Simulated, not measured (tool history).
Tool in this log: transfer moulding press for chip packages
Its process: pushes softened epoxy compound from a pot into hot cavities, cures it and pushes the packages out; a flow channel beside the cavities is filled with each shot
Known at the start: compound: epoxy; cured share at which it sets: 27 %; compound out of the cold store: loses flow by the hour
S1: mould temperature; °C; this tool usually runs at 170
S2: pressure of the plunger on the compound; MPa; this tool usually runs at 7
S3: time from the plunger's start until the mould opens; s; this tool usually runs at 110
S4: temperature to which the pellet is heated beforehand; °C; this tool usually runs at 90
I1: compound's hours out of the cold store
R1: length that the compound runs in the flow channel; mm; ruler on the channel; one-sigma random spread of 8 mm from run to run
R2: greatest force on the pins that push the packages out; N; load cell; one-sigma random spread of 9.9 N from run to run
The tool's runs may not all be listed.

run,hour,S1,S2,S3,S4,I1,R1,R2
1,0,170,7,110,90,34.6,797,575
2,8.4,170,7,110,90,24.8,823,601
# hour 22.1: cavities cleaned with cleaning compound and waxed
3,22.1,170,7,103,90,16.5,868,480
4,33.8,170,7,103,90,45.8,748,520
5,41.8,170,7,110,86,32.6,793,551
6,49.5,170,7,110,86,30.3,797,575
7,56.9,166,7,110,90,44.9,762,695
8,66.2,166,5.7,110,90,34.9,706,712
# hour 70.6: cavities cleaned with cleaning compound and waxed
9,75.2,170,7,108,90,34.5,773,482
10,83.4,170,7,108,90,47.4,724,522
11,91.7,170,7,108,90,24.8,810,588

Estimate the outcome of run 12 from the log above:
12,101.7,170,7,108,90,37.5,?,?

Run 12 came out at R1 756 mm, R2 569 N.
Without the tool's hidden state the same run would have given R1 790 mm, R2 426 N.
